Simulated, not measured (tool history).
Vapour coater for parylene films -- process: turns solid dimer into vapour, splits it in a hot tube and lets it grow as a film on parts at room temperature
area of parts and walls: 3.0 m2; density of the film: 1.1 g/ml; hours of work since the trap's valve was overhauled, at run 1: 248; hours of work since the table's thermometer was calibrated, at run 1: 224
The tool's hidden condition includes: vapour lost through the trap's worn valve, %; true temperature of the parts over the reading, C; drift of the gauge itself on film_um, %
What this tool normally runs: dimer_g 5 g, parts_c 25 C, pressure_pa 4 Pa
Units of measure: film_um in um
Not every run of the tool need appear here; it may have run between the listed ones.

run,hour,dimer_g,parts_c,pressure_pa,hours of work since the trap's valve was overhauled,hours of work since the table's thermometer was calibrated,film_um
1,0,5,25,4,248,224,1.05
2,21.7,5,23,4,257,234,1.17
3,42.1,5,25,4,266,243,1.07
4,59.4,3,25,4,273,250,0.65
5,70.5,3,25,4,278,255,0.63
6,85.5,3,25,4,285,261,0.62
7,107.7,5,25,4,294,271,1.07
# hour 113.3: trap's valve overhauled
8,132.7,5,25,4,8,280,1.01
9,149.9,5,25,9.74,16,288,0.89
10,162.4,6,25,7.06,21,293,1.11
11,173.5,5,21,4,26,298,1.21
12,186.3,5,21,4,32,303,1.22
13,203.5,5,35,5.41,39,311,0.63
# hour 219.7: trap's valve overhauled, once more
14,224.8,7,25,7.24,2,318,1.45
15,240.3,9,25,4,9,325,2.1

Expected results for the next run?
16,251.2,5,32,8.61,14,330,?

{"run 16": {"film_um": 0.72}}
The same run, on a tool lacking any hidden state, would have yielded film_um 0.73 um.
